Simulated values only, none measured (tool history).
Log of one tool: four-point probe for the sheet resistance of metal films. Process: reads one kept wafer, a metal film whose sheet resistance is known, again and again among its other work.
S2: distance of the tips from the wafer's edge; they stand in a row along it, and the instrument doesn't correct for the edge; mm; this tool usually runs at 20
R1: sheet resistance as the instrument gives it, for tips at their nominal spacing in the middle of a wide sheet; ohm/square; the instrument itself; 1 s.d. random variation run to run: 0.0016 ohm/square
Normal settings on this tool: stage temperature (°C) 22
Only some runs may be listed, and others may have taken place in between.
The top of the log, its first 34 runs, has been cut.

{"run": 35, "hour": 1968.8, "stage temperature (°C)": 29, "S2": 19, "R1": 8.137365}
{"run": 36, "hour": 2019.1, "stage temperature (°C)": 21, "S2": 9, "R1": 8.233792}
{"run": 37, "hour": 2075.7, "stage temperature (°C)": 19, "S2": 20, "R1": 8.172664}
{"run": 38, "hour": 2136.4, "stage temperature (°C)": 24, "S2": 10, "R1": 8.206896}
{"run": 39, "hour": 2211.4, "stage temperature (°C)": 24, "S2": 10, "R1": 8.208652}
{"run": 40, "hour": 2276.3, "stage temperature (°C)": 27, "S2": 5, "R1": 8.396912}
{"run": 41, "hour": 2324.4, "stage temperature (°C)": 29, "S2": 42, "R1": 8.118492}
{"run": 42, "hour": 2369.1, "stage temperature (°C)": 26, "S2": 52, "R1": 8.13063}

Predict each of these 4 candidate next runs independently; none follows another, all start after run 42:
{"run": "A", "hour": 2423.9, "stage temperature (°C)": 18, "S2": 52, "R1": "?"}
{"run": "B", "hour": 2423.9, "stage temperature (°C)": 25, "S2": 20, "R1": "?"}
{"run": "C", "hour": 2423.9, "stage temperature (°C)": 20, "S2": 31, "R1": "?"}
{"run": "D", "hour": 2423.9, "stage temperature (°C)": 22, "S2": 5, "R1": "?"}

run=A R1=8.158656
run=B R1=8.148592
run=C R1=8.155207
run=D R1=8.416236
With no hidden state in the tool, these same runs would have given:
run=A R1=8.158505
run=B R1=8.14844
run=C R1=8.155056
run=D R1=8.416079
